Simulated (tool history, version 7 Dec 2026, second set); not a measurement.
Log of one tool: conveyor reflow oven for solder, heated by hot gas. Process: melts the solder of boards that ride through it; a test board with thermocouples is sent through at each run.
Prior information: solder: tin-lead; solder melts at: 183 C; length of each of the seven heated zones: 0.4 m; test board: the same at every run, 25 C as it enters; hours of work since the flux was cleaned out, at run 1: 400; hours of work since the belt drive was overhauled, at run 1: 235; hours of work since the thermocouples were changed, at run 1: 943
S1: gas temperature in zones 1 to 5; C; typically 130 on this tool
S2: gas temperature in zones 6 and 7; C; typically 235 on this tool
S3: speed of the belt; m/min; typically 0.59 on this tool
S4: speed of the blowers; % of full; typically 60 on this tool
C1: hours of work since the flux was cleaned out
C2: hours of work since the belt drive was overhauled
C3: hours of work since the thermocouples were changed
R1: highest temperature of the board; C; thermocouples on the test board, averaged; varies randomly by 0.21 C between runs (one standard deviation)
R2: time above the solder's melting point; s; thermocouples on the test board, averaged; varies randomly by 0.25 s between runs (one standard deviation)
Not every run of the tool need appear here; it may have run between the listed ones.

run,hour,S1,S2,S3,S4,C1,C2,C3,R1,R2
1,0,130,235,0.59,60,400,235,943,217.4,58.6
2,51.4,130,235,0.59,60,424,258,967,217.6,58.4
# hour 61: thermocouples of zones 6 and 7 changed
3,141.8,130,235,0.554,60,464,298,37,219.6,64.2
# hour 163.8: flux residue cleaned out of gas plates and filters
4,205.1,130,235,0.482,60,19,325,63,223.6,79
5,300,130,235,0.59,71,62,368,106,219.6,60.5
6,358.1,130,235,0.59,60,88,394,132,217.2,58.5
7,449.4,118,235,0.59,60,129,435,174,215.6,52.3
8,515.3,118,235,0.59,60,159,465,204,215.4,52.6
9,561.1,118,235,0.59,60,180,486,224,215.1,53
10,647.7,130,235,0.59,60,219,525,264,217.6,58.8
11,717.9,130,235,0.472,60,251,557,295,224.2,80.9
12,811.5,130,235,0.472,60,293,599,338,224.2,81.1
13,852.2,130,235,0.472,60,312,618,356,224.4,81
14,913.7,130,237,0.59,60,340,646,384,219.3,59.9
15,968.7,141,235,0.691,77,365,671,409,217.8,52.8
16,1044.8,141,243,0.691,50,399,705,443,217.8,52.3
17,1140.4,130,235,0.59,79,442,748,487,221.1,61.3
# hour 1209.9: flux residue cleaned out of gas plates and filters
18,1236.6,130,235,0.59,79,12,790,528,221,62.1
19,1282.6,130,242,0.604,60,33,811,549,222.9,60.9
# hour 1335.2: belt drive overhauled, speed set with a stopwatch
20,1381.2,130,242,0.604,60,76,21,592,223,60.9
21,1441.6,130,238,0.59,60,103,48,619,220.2,60.7
22,1489.1,119,238,0.476,82,125,70,641,228.8,81.3
23,1553.3,119,238,0.631,50,154,99,670,212.2,46.2
24,1604.4,127,225,0.625,60,177,122,693,206,43.7
25,1651,127,225,0.625,60,198,143,714,206.7,44.3
26,1724.8,143,235,0.583,66,231,177,747,221.6,66.9
27,1782.2,141,236,0.475,81,257,203,773,228.8,88.8

Consider 3 possible next runs. They are alternatives, not a sequence: every one starts from the tool as it was left by run 27. What does each give?
A,1872.5,141,236,0.662,73,298,243,814,?,?
B,1872.5,139,235,0.59,60,298,243,814,?,?
C,1872.5,135,235,0.59,60,298,243,814,?,?

run,R1,R2
A,219.5,56.5
B,219.1,63.2
C,218.5,61
Take away the tool's hidden state, keep each run's random variation, and the runs would have read:
run,R1,R2
A,219.5,56.4
B,219.1,63.1
C,218.4,61
